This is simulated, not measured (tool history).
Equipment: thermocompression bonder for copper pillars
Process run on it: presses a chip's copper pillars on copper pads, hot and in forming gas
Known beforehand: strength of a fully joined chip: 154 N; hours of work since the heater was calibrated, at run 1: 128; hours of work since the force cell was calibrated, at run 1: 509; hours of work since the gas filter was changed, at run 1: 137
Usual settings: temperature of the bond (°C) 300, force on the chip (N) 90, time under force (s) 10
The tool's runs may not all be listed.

run   hour  temperature of the bond (°C)  force on the chip (N)  time under force (s)  hours of work since the heater was calibrated  hours of work since the force cell was calibrated  hours of work since the gas filter was changed  force that shears a chip off (N)
  1    0.0                           300                     90                    10                                            128                                                509                                             137                              59.9
  2   11.3                           300                     90                    10                                            133                                                513                                             142                              59.2
  3   22.2                           300                     90                    10                                            137                                                518                                             146                              59.2
  4   31.4                           300                     90                    10                                            141                                                521                                             150                              58.9
  5   43.8                           300                     90                    10                                            146                                                526                                             155                              58.0
  6   50.7                           300                     90                    10                                            149                                                529                                             158                              59.2
  7   61.2                           286                     90                    10                                            153                                                533                                             162                              48.9
  8   68.2                           286                     90                    10                                            156                                                536                                             165                              50.7
      75.6  -- forming gas filter changed
  9   80.4                           300                     66                    10                                            160                                                541                                               2                              49.9
 10   93.1                           272                     66                    10                                            166                                                546                                               7                              34.5
 11  104.3                           272                     66                    10                                            170                                                551                                              12                              35.3
 12  110.4                           285                     90                    10                                            173                                                553                                              14                              51.5
 13  119.0                           300                     90                    10                                            176                                                556                                              17                              61.3
 14  128.2                           300                     90                     7                                            180                                                560                                              21                              52.7
 15  140.8                           300                     90                    10                                            185                                                565                                              26                              60.0
 16  151.4                           300                     90                    10                                            189                                                569                                              30                              59.7
 17  156.7                           313                     90                    10                                            191                                                572                                              33                              69.6
 18  165.2                           313                     90                    10                                            195                                                575                                              36                              70.0
 19  173.3                           313                     83                    10                                            198                                                578                                              39                              67.1
 20  180.7                           313                     83                    10                                            201                                                581                                              42                              65.6
 21  187.5                           313                     83                    10                                            204                                                584                                              45                              66.7
 22  194.4                           313                     83                    10                                            206                                                587                                              48                              64.1
 23  205.4                           309                     83                     5                                            211                                                591                                              52                              48.0
 24  215.7                           285                     59                    22                                            215                                                595                                              56                              50.7
 25  224.5                           285                     59                    22                                            218                                                599                                              60                              52.0
 26  234.8                           300                     97                    28                                            223                                                603                                              64                              89.1
 27  241.0                           300                    128                     8                                            225                                                606                                              67                              69.2
     244.1  -- heater calibrated with a thermocouple chip
 28  254.1                           300                    128                     8                                              4                                                610                                              71                              67.9
 29  264.5                           300                    128                     8                                              8                                                614                                              75                              67.4
 30  273.9                           300                     68                    14                                             12                                                618                                              79                              55.2
 31  281.3                           300                     90                    13                                             15                                                621                                              82                              64.3
 32  291.7                           300                     90                    13                                             19                                                625                                              86                              65.0
 33  299.7                           285                    124                    25                                             22                                                628                                              89                              83.0
 34  305.4                           303                     66                    22                                             25                                                631                                              92                              64.9
     314.8  -- heater calibrated with a thermocouple chip, once more
 35  316.5                           300                    108                    27                                              1                                                634                                              95                              93.5
 36  325.9                           300                    108                    27                                              4                                                638                                              99                              93.8
 37  338.3                           324                    108                    21                                              9                                                643                                             104                             105.0
 38  343.6                           317                     91                    19                                             12                                                645                                             106                              89.7
 39  352.1                           317                     91                    19                                             15                                                649                                             110                              89.1
 40  363.2                           312                     90                    10                                             19                                                653                                             114                              69.5
 41  375.0                           317                    108                    10                                             24                                                658                                             119                              80.5

Selected run-to-run steps in force that shears a chip off (N), each split into two signed amounts: the part the tool would show with no hidden state at all (from settings, incoming material and random variation), and the remainder, which goes to the hidden state together with any gauge scatter not common to the measured and the hidden-state-free results:
What the log doesn't record here: true temperature of the bond over the reading, C; force that reaches the chip, % of what is set; oxide that the forming gas leaves, % of the face; drift of the gauge itself on shear_n, %.
Run 8 -> 9: temperature of the bond (°C) 286 -> 300, force on the chip (N) 90 -> 66, forming gas filter changed. force that shears a chip off (N) -0.8: hidden state +2.5, all else -3.3.
Run 25 -> 26: temperature of the bond (°C) 285 -> 300, force on the chip (N) 59 -> 97, time under force (s) 22 -> 28. force that shears a chip off (N) +37.1: hidden state -1.8, all else +38.9.
Run 26 -> 27: force on the chip (N) 97 -> 128, time under force (s) 28 -> 8. force that shears a chip off (N) -19.9: hidden state +0.8, all else -20.7.
Run 34 -> 35: temperature of the bond (°C) 303 -> 300, force on the chip (N) 66 -> 108, time under force (s) 22 -> 27, heater calibrated with a thermocouple chip, once more. force that shears a chip off (N) +28.6: hidden state +2.3, all else +26.3.
